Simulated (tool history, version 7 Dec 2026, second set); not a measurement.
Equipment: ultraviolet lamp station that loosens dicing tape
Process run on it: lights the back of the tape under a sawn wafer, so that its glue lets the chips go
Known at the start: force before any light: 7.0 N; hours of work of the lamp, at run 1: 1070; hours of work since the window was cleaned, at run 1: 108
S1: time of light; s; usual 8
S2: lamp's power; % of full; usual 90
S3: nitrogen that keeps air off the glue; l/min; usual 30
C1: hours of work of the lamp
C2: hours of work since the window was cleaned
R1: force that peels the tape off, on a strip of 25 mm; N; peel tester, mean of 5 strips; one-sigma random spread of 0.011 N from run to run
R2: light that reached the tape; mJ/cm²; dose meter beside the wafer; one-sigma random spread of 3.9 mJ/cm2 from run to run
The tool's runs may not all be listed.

run 1 hour=0 | S1=8 S2=90 S3=30 | C1=1070 C2=108 | R1=0.499 R2=655
run 2 hour=90 | S1=10 S2=90 S3=30 | C1=1132 C2=170 | R1=0.301 R2=823
run 3 hour=154.3 | S1=10 S2=90 S3=30 | C1=1177 C2=214 | R1=0.297 R2=827
run 4 hour=214.1 | S1=8 S2=90 S3=30 | C1=1218 C2=256 | R1=0.488 R2=662
run 5 hour=303.5 | S1=8 S2=90 S3=30 | C1=1280 C2=317 | R1=0.522 R2=664
-- hour=391.1 lamp changed
run 6 hour=399 | S1=8 S2=90 S3=30 | C1=6 C2=383 | R1=0.518 R2=658
run 7 hour=440.9 | S1=8 S2=90 S3=30 | C1=34 C2=412 | R1=0.503 R2=661
-- hour=463.8 window cleaned of glue's vapour
run 8 hour=505.2 | S1=10 S2=90 S3=30 | C1=79 C2=29 | R1=0.288 R2=820
run 9 hour=573.1 | S1=8 S2=90 S3=30 | C1=126 C2=76 | R1=0.524 R2=659
run 10 hour=648.6 | S1=8 S2=90 S3=30 | C1=178 C2=128 | R1=0.499 R2=660
run 11 hour=744.5 | S1=8 S2=90 S3=30 | C1=244 C2=194 | R1=0.538 R2=658
run 12 hour=791.2 | S1=8 S2=68 S3=30 | C1=276 C2=226 | R1=0.977 R2=490
run 13 hour=851.6 | S1=8 S2=68 S3=30 | C1=318 C2=268 | R1=0.907 R2=497
run 14 hour=916.6 | S1=8 S2=90 S3=30 | C1=363 C2=313 | R1=0.5 R2=658
run 15 hour=993.3 | S1=8 S2=86 S3=30 | C1=416 C2=366 | R1=0.568 R2=630
run 16 hour=1034.1 | S1=8 S2=86 S3=30 | C1=444 C2=394 | R1=0.586 R2=631
run 17 hour=1075.2 | S1=8 S2=86 S3=30 | C1=473 C2=423 | R1=0.567 R2=632
-- hour=1084.2 window cleaned of glue's vapour
run 18 hour=1147.6 | S1=8 S2=86 S3=30 | C1=522 C2=44 | R1=0.556 R2=634
run 19 hour=1192.4 | S1=5 S2=86 S3=12 | C1=553 C2=75 | R1=2.141 R2=394
run 20 hour=1233.5 | S1=13 S2=61 S3=36 | C1=582 C2=103 | R1=0.357 R2=717
run 21 hour=1281.2 | S1=8 S2=90 S3=15 | C1=615 C2=136 | R1=0.887 R2=657
run 22 hour=1322.8 | S1=8 S2=67 S3=10 | C1=643 C2=165 | R1=1.835 R2=484
run 23 hour=1411.4 | S1=4 S2=90 S3=20 | C1=705 C2=226 | R1=2.236 R2=330
run 24 hour=1469.5 | S1=4 S2=90 S3=14 | C1=745 C2=266 | R1=2.396 R2=325
run 25 hour=1518.5 | S1=4 S2=90 S3=14 | C1=779 C2=300 | R1=2.444 R2=325
run 26 hour=1594.3 | S1=4 S2=90 S3=14 | C1=831 C2=353 | R1=2.518 R2=334
run 27 hour=1685.4 | S1=8 S2=83 S3=26 | C1=894 C2=416 | R1=0.7 R2=608
-- hour=1698.6 window cleaned of glue's vapour
run 28 hour=1779.7 | S1=12 S2=69 S3=10 | C1=959 C2=56 | R1=0.866 R2=760
run 29 hour=1860.6 | S1=10 S2=84 S3=27 | C1=1015 C2=112 | R1=0.386 R2=767

Some steps in R2, run to run, broken into two amounts with sign: the step expected even without the hidden condition (settings, incoming material, random variation), and the rest, left for the hidden condition together with whatever gauge scatter is not in both the measured and the hidden-condition-free result:
What the log doesn't record here: lamp's light, % of a new lamp's; light that the window lets through, % of a clean one's; drift of the gauge itself on peel_n, %; drift of the gauge itself on dose_mj_cm2, %.
Run 5 -> 6: lamp changed. R2 -6 mJ/cm²: hidden state +2, all else -8.
Run 19 -> 20: S1 5 -> 13, S2 86 -> 61, S3 12 -> 36. R2 +323 mJ/cm²: hidden state -2, all else +325.
Run 26 -> 27: S1 4 -> 8, S2 90 -> 83, S3 14 -> 26. R2 +274 mJ/cm²: hidden state -1, all else +275.
